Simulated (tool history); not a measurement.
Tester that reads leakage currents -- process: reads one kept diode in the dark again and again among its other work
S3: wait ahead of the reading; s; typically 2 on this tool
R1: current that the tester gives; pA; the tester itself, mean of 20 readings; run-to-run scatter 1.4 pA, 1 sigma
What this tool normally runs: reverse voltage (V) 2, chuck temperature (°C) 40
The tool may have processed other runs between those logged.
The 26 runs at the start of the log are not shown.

{"run": 27, "day": 32.138, "reverse voltage (V)": 2.92, "chuck temperature (°C)": 21, "S3": 5.91, "R1": 111.72}
{"run": 28, "day": 32.858, "reverse voltage (V)": 2, "chuck temperature (°C)": 24, "S3": 0.88, "R1": 128.87}
{"run": 29, "day": 34.121, "reverse voltage (V)": 2, "chuck temperature (°C)": 24, "S3": 0.88, "R1": 128.4}
{"run": 30, "day": 35.325, "reverse voltage (V)": 2, "chuck temperature (°C)": 24, "S3": 2.92, "R1": 128.18}
{"run": 31, "day": 36.758, "reverse voltage (V)": 2, "chuck temperature (°C)": 24, "S3": 2.92, "R1": 127.02}
{"run": 32, "day": 38.383, "reverse voltage (V)": 7.46, "chuck temperature (°C)": 40, "S3": 2.92, "R1": 695.56}
{"run": 33, "day": 39.983, "reverse voltage (V)": 1.19, "chuck temperature (°C)": 40, "S3": 0.7, "R1": 396.42}
{"run": 34, "day": 40.721, "reverse voltage (V)": 1.19, "chuck temperature (°C)": 40, "S3": 0.7, "R1": 394.08}
{"run": 35, "day": 42.158, "reverse voltage (V)": 1.19, "chuck temperature (°C)": 40, "S3": 0.7, "R1": 393.82}
{"run": 36, "day": 43.746, "reverse voltage (V)": 3.58, "chuck temperature (°C)": 30, "S3": 6.1, "R1": 249.92}
{"run": 37, "day": 44.579, "reverse voltage (V)": 5.53, "chuck temperature (°C)": 39, "S3": 2, "R1": 580.15}
{"run": 38, "day": 45.271, "reverse voltage (V)": 5.53, "chuck temperature (°C)": 39, "S3": 2, "R1": 580.43}
{"run": 39, "day": 46.812, "reverse voltage (V)": 5.53, "chuck temperature (°C)": 39, "S3": 2, "R1": 576.96}
{"run": 40, "day": 47.729, "reverse voltage (V)": 2, "chuck temperature (°C)": 21, "S3": 2, "R1": 97.53}

Predict each of these 4 candidate next runs independently; none follows another, all start after run 40:
{"run": "A", "day": 48.592, "reverse voltage (V)": 8.75, "chuck temperature (°C)": 22, "S3": 2.97, "R1": "?"}
{"run": "B", "day": 48.592, "reverse voltage (V)": 6.02, "chuck temperature (°C)": 56, "S3": 2, "R1": "?"}
{"run": "C", "day": 48.592, "reverse voltage (V)": 3.38, "chuck temperature (°C)": 38, "S3": 3.46, "R1": "?"}
{"run": "D", "day": 48.592, "reverse voltage (V)": 1.25, "chuck temperature (°C)": 45, "S3": 9.3, "R1": "?"}

run=A R1=168.61
run=B R1=2039.52
run=C R1=461.43
run=D R1=576.99
Had the tool no hidden state, the same runs would have come out as:
run=A R1=175.28
run=B R1=2149.3
run=C R1=486.94
run=D R1=609.39
